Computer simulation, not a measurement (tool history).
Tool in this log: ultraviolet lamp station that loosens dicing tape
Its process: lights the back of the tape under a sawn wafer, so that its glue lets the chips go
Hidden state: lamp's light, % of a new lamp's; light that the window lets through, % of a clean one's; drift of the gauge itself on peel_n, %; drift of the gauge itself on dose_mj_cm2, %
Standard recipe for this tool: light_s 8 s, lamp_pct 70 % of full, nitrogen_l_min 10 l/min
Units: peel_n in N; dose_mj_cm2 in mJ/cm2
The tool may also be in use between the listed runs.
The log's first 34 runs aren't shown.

| run | hour | light_s | lamp_pct | nitrogen_l_min | hours of work of the lamp | hours of work since the window was cleaned | peel_n | dose_mj_cm2 |
|---|---|---|---|---|---|---|---|---|
| 35 | 1523.7 | 8 | 70 | 17 | 928 | 182 | 2.551 | 107 |
| 36 | 1555.5 | 6 | 85 | 6 | 946 | 200 | 4.523 | 92 |
| 37 | 1602 | 12 | 60 | 6 | 973 | 227 | 3.257 | 130 |
| 38 | 1632.3 | 15 | 60 | 14 | 990 | 244 | 1.468 | 159 |
| 39 | 1678.2 | 15 | 60 | 14 | 1017 | 271 | 1.571 | 159 |
| 40 | 1734.6 | 6 | 70 | 10 | 1049 | 303 | 5.157 | 73 |
|  | 1770.3 | lamp changed |
| 41 | 1781.4 | 8 | 67 | 10 | 6 | 329 | 1.985 | 146 |
| 42 | 1817.6 | 8 | 67 | 10 | 27 | 350 | 2.063 | 145 |

Below are 5 alternative next runs, each starting from the tool's condition after run 42. Predict each:
| A | 1872.1 | 8 | 80 | 5 | 58 | 381 | ? | ? |
| B | 1872.1 | 8 | 67 | 10 | 58 | 381 | ? | ? |
| C | 1872.1 | 8 | 67 | 4 | 58 | 381 | ? | ? |
| D | 1872.1 | 9 | 67 | 10 | 58 | 381 | ? | ? |
| E | 1872.1 | 4 | 66 | 4 | 58 | 381 | ? | ? |

| run | peel_n | dose_mj_cm2 |
|---|---|---|
| A | 2.443 | 176 |
| B | 2.174 | 149 |
| C | 3.46 | 147 |
| D | 1.739 | 162 |
| E | 6.51 | 72 |
Had the tool no hidden state, the same runs would have come out as:
| run | peel_n | dose_mj_cm2 |
|---|---|---|
| A | 1.811 | 211 |
| B | 1.573 | 178 |
| C | 2.74 | 176 |
| D | 1.214 | 194 |
| E | 5.792 | 86 |

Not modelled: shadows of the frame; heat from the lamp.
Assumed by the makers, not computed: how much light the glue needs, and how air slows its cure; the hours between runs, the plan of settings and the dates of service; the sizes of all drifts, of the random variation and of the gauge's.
